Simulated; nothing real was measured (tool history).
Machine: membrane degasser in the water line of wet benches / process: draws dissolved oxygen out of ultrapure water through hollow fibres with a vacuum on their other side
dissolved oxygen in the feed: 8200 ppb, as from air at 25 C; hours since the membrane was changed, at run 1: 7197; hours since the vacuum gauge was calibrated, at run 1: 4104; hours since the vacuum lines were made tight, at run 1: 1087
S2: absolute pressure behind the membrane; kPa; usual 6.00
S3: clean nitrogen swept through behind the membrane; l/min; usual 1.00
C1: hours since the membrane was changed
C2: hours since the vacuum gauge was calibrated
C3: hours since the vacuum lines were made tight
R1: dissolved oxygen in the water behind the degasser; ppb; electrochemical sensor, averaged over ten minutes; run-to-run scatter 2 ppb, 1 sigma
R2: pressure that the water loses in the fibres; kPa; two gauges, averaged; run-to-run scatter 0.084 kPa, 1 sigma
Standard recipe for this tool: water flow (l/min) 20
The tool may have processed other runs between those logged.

run 1 hour=0.0 | water_flow_(l/min)=20 S2=6.00 S3=1.00 | C1=7197 C2=4104 C3=1087 | R1=281.2 R2=30.27
-- hour=163.3 vacuum gauge calibrated
run 2 hour=240.5 | water_flow_(l/min)=20 S2=6.00 S3=1.00 | C1=7437 C2=77 C3=1327 | R1=277.6 R2=30.28
run 3 hour=463.8 | water_flow_(l/min)=20 S2=6.00 S3=1.00 | C1=7660 C2=301 C3=1551 | R1=280.5 R2=30.36
run 4 hour=727.9 | water_flow_(l/min)=20 S2=5.40 S3=1.00 | C1=7924 C2=565 C3=1815 | R1=254.3 R2=30.21
run 5 hour=885.7 | water_flow_(l/min)=20 S2=5.40 S3=1.00 | C1=8082 C2=722 C3=1973 | R1=257.3 R2=30.35
run 6 hour=1104.8 | water_flow_(l/min)=20 S2=5.40 S3=1.00 | C1=8301 C2=942 C3=2192 | R1=258.4 R2=30.27
run 7 hour=1359.9 | water_flow_(l/min)=20 S2=5.40 S3=1.00 | C1=8556 C2=1197 C3=2447 | R1=258.0 R2=30.36
run 8 hour=1535.7 | water_flow_(l/min)=20 S2=6.00 S3=1.00 | C1=8732 C2=1372 C3=2623 | R1=280.8 R2=30.18
run 9 hour=1756.4 | water_flow_(l/min)=20 S2=6.00 S3=1.00 | C1=8953 C2=1593 C3=2843 | R1=284.8 R2=30.13
run 10 hour=1883.0 | water_flow_(l/min)=20 S2=6.00 S3=1.00 | C1=9079 C2=1720 C3=2970 | R1=285.4 R2=30.25
run 11 hour=2016.8 | water_flow_(l/min)=20 S2=6.00 S3=1.00 | C1=9213 C2=1854 C3=3104 | R1=284.6 R2=30.20
run 12 hour=2265.0 | water_flow_(l/min)=20 S2=6.00 S3=1.00 | C1=9461 C2=2102 C3=3352 | R1=280.4 R2=30.36
run 13 hour=2407.6 | water_flow_(l/min)=20 S2=10.08 S3=1.00 | C1=9604 C2=2244 C3=3494 | R1=450.7 R2=30.25
run 14 hour=2604.7 | water_flow_(l/min)=20 S2=6.00 S3=1.00 | C1=9801 C2=2441 C3=3692 | R1=284.2 R2=30.19
run 15 hour=2796.6 | water_flow_(l/min)=20 S2=6.00 S3=1.00 | C1=9993 C2=2633 C3=3884 | R1=284.2 R2=30.28
run 16 hour=2948.5 | water_flow_(l/min)=20 S2=6.00 S3=1.00 | C1=10145 C2=2785 C3=4035 | R1=284.7 R2=30.02
run 17 hour=3151.4 | water_flow_(l/min)=20 S2=6.00 S3=1.00 | C1=10348 C2=2988 C3=4238 | R1=285.0 R2=29.99
run 18 hour=3395.3 | water_flow_(l/min)=20 S2=6.00 S3=1.00 | C1=10592 C2=3232 C3=4482 | R1=282.8 R2=30.19
run 19 hour=3612.3 | water_flow_(l/min)=15 S2=6.22 S3=1.00 | C1=10809 C2=3449 C3=4699 | R1=190.4 R2=22.61
run 20 hour=3735.8 | water_flow_(l/min)=13 S2=5.56 S3=1.39 | C1=10932 C2=3573 C3=4823 | R1=113.3 R2=19.51
run 21 hour=3920.6 | water_flow_(l/min)=20 S2=6.00 S3=1.11 | C1=11117 C2=3757 C3=5007 | R1=271.4 R2=30.19
run 22 hour=4092.5 | water_flow_(l/min)=16 S2=7.36 S3=0.89 | C1=11289 C2=3929 C3=5179 | R1=265.4 R2=24.05
run 23 hour=4345.2 | water_flow_(l/min)=18 S2=9.05 S3=2.81 | C1=11542 C2=4182 C3=5432 | R1=217.4 R2=26.97
-- hour=4435.5 vacuum gauge calibrated
run 24 hour=4490.2 | water_flow_(l/min)=23 S2=7.64 S3=1.38 | C1=11686 C2=55 C3=5577 | R1=377.4 R2=34.65
run 25 hour=4644.6 | water_flow_(l/min)=14 S2=3.94 S3=1.03 | C1=11840 C2=209 C3=5731 | R1=96.7 R2=21.04
run 26 hour=4832.0 | water_flow_(l/min)=14 S2=3.94 S3=1.03 | C1=12028 C2=397 C3=5918 | R1=97.9 R2=20.99
run 27 hour=4983.1 | water_flow_(l/min)=14 S2=3.94 S3=1.03 | C1=12179 C2=548 C3=6070 | R1=96.2 R2=21.08
run 28 hour=5158.9 | water_flow_(l/min)=17 S2=3.94 S3=0.63 | C1=12355 C2=723 C3=6245 | R1=160.0 R2=25.54
run 29 hour=5389.9 | water_flow_(l/min)=12 S2=7.87 S3=1.00 | C1=12586 C2=954 C3=6476 | R1=181.0 R2=17.94
-- hour=5537.6 seals of the vacuum lines changed
run 30 hour=5655.5 | water_flow_(l/min)=13 S2=3.93 S3=1.00 | C1=12849 C2=1218 C3=118 | R1=84.7 R2=19.53
run 31 hour=5794.2 | water_flow_(l/min)=13 S2=3.93 S3=1.00 | C1=12988 C2=1357 C3=257 | R1=84.2 R2=19.43
run 32 hour=6010.0 | water_flow_(l/min)=25 S2=4.85 S3=0.52 | C1=13204 C2=1572 C3=472 | R1=390.9 R2=37.34

3 ways to go on from here, each from the tool as it stands after run 32. What would each give?
run A hour=6204.9 | water_flow_(l/min)=31 S2=11.75 S3=1.83 | C1=13399 C2=1767 C3=667 | R1=? R2=?
run B hour=6204.9 | water_flow_(l/min)=25 S2=4.85 S3=1.28 | C1=13399 C2=1767 C3=667 | R1=? R2=?
run C hour=6204.9 | water_flow_(l/min)=20 S2=6.00 S3=0.71 | C1=13399 C2=1767 C3=667 | R1=? R2=?

run=A R1=648.6 R2=46.71
run=B R1=319.7 R2=37.53
run=C R1=321.8 R2=29.98
With no hidden state in the tool, these same runs would have given:
run=A R1=648.0 R2=47.33
run=B R1=319.2 R2=38.04
run=C R1=321.4 R2=30.38
